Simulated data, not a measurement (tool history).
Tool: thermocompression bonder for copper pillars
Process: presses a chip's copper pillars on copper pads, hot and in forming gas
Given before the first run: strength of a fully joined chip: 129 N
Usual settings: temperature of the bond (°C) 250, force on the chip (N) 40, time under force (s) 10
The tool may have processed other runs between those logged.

run,day,temperature of the bond (°C),force on the chip (N),time under force (s),force that shears a chip off (N)
1,0,250,40,10,74.7
2,1.479,250,40,10,74
3,2.971,250,40,10,75.9
4,4.683,250,40,18,89
5,6.25,250,40,10,74.8
6,7.925,243,40,10,67.2
7,9.642,250,24,10,45.1
8,11.117,250,24,10,44.6
9,12.083,250,40,10,75.7
10,13.012,228,28,10,33.6
11,14.283,265,40,10,88.3
12,15.029,265,40,10,90.6
13,16.042,271,40,12,97.9
14,16.888,278,36,6,86
15,18.629,236,48,19,86.1
16,19.5,250,39,6,62.2
17,21.212,250,40,27,98.1

Withheld: 2 entries from between the runs. Position of each, and hidden state at the listed run before versus the listed run after:
After run 9, before run 10: forming gas filter changed (day 12.762)
  true temperature of the bond over the reading, C: -0.4 -> -0.5; oxide that the forming gas leaves, % of the face: 0.7 -> 0.5
After run 13, before run 14: heater calibrated with a thermocouple chip (day 16.6)
  true temperature of the bond over the reading, C: -0.5 -> 0; oxide that the forming gas leaves, % of the face: 0.56 -> 0.57

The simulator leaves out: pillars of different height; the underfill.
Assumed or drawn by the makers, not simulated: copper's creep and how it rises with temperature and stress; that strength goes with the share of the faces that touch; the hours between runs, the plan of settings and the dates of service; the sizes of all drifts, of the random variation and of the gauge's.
